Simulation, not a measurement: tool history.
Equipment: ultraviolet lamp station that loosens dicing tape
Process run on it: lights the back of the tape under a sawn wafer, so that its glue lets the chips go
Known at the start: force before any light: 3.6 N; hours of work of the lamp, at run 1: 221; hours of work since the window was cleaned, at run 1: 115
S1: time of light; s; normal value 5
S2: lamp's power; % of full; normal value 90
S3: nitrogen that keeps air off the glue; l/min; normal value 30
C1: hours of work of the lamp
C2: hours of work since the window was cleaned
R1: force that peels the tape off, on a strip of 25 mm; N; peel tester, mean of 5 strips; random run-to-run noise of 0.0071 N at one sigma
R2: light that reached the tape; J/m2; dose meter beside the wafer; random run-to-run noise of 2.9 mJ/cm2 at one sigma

run,hour,S1,S2,S3,C1,C2,R1,R2
1,0,5,90,30,221,115,0.253,4080
2,9.2,5,82,30,225,120,0.313,3740
3,22.6,5,90,11,231,126,0.581,4100
4,29.5,5,63,30,234,129,0.532,2840
5,40.4,5,63,30,239,134,0.523,2830
6,47.3,5,63,30,242,137,0.528,2860
7,56.6,5,63,30,246,141,0.501,2830
8,64.7,5,63,30,250,145,0.526,2880
9,79.8,3,90,30,257,151,0.658,2440
10,91.9,5,90,30,262,157,0.249,4090
11,103.8,5,80,30,267,162,0.328,3620
12,118,5,90,30,274,169,0.247,4100
13,130.5,5,90,30,279,174,0.242,4110
14,143.8,5,92,30,285,180,0.244,4170
15,158.6,5,92,30,292,187,0.238,4120
16,168.5,5,92,30,297,192,0.243,4190
17,181.7,8,90,30,303,197,0.099,6490
18,193.1,9,96,19,308,203,0.096,7820
19,204.6,5,84,34,313,208,0.269,3820
20,217.7,3,98,25,319,214,0.633,2670
21,230.1,3,98,25,324,219,0.659,2650
22,239.4,3,98,25,329,223,0.656,2640
23,249,3,98,25,333,228,0.664,2670
24,264,5,72,55,340,235,0.26,3250
25,277.6,8,72,19,346,241,0.233,5190
26,284.3,8,68,19,349,244,0.256,4910
27,292.7,3,75,36,353,248,0.819,2060
28,305.9,6,75,22,358,253,0.334,4040
29,316.6,6,75,22,363,258,0.33,4070
30,326.8,4,79,27,368,263,0.538,2800
31,336.3,4,68,30,372,267,0.665,2450
32,344.7,9,78,48,376,271,0.091,6280
33,351.2,2,76,37,379,274,1.254,1350

Predict each of these 4 candidate next runs independently; none follows another, all start after run 33:
A,359,7,77,9,382,277,?,?
B,359,2,64,37,382,277,?,?
C,359,2,64,37,382,277,?,?
D,359,6,76,42,382,277,?,?

run,R1,R2
A,0.483,4890
B,1.513,1170
C,1.471,1170
D,0.193,4090
Without the tool's unlogged condition, the same runs would have read:
run,R1,R2
A,0.482,4890
B,1.511,1170
C,1.469,1170
D,0.192,4100
